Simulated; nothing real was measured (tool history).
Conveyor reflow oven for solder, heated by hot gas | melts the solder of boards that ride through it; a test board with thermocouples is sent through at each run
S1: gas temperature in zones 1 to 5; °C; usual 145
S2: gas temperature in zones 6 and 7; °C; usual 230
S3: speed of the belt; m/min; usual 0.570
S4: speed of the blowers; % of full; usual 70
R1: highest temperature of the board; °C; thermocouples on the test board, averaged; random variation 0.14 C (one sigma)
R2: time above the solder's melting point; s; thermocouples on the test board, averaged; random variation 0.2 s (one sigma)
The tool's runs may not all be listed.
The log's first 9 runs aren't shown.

| run | day | S1 | S2 | S3 | S4 | R1 | R2 |
|---|---|---|---|---|---|---|---|
| 10 | 11.667 | 145 | 230 | 0.521 | 70 | 218.7 | 66.2 |
| 11 | 12.479 | 145 | 230 | 0.570 | 60 | 214.5 | 56.5 |
| 12 | 13.583 | 145 | 230 | 0.570 | 70 | 216.4 | 58.0 |
| 13 | 15.017 | 145 | 230 | 0.570 | 70 | 216.0 | 58.7 |
| 14 | 16.638 | 145 | 230 | 0.570 | 70 | 216.2 | 58.6 |
|  | 16.875 | thermocouples of zones 6 and 7 changed |
| 15 | 18.450 | 145 | 230 | 0.570 | 70 | 217.4 | 59.2 |
|  | 18.950 | flux residue cleaned out of gas plates and filters |
| 16 | 20.071 | 145 | 219 | 0.608 | 70 | 207.2 | 48.0 |
|  | 20.396 | belt drive overhauled, speed set with a stopwatch |
| 17 | 21.850 | 145 | 219 | 0.608 | 70 | 207.3 | 48.1 |
| 18 | 22.792 | 150 | 230 | 0.570 | 70 | 219.1 | 63.1 |
| 19 | 24.446 | 157 | 232 | 0.467 | 64 | 225.1 | 85.6 |

The next listed run, before its measurement:
| 20 | 25.629 | 148 | 227 | 0.558 | 60 | ? | ? |

Run 20 gave R1 214.9 °C, R2 60.8 s.
Without the tool's hidden state the same run would have given R1 214.4 °C, R2 58.7 s.

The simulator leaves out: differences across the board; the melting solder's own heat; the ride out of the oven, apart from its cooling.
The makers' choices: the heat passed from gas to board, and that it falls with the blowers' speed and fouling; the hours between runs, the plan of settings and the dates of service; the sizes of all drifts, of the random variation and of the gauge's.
